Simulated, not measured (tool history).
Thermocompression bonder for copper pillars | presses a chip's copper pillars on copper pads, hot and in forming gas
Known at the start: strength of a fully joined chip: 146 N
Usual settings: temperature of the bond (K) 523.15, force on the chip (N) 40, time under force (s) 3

run,hour,temperature of the bond (K),force on the chip (N),time under force (s),force that shears a chip off (N)
1,0.0,523.15,40,3,59.5
2,12.2,523.15,40,3,60.4
3,23.7,494.15,40,3,44.0
4,46.5,494.15,40,3,42.4
5,59.2,523.15,40,3,57.7
6,78.5,523.15,40,3,59.2
7,99.9,523.15,40,3,58.6
8,113.4,523.15,39,3,56.0

The next listed run, before its measurement:
9,130.1,523.15,39,3,?

{"run 9": {"force that shears a chip off (N)": 56.3}}
Without the tool's hidden state the same run would have given force that shears a chip off (N) 60.4.
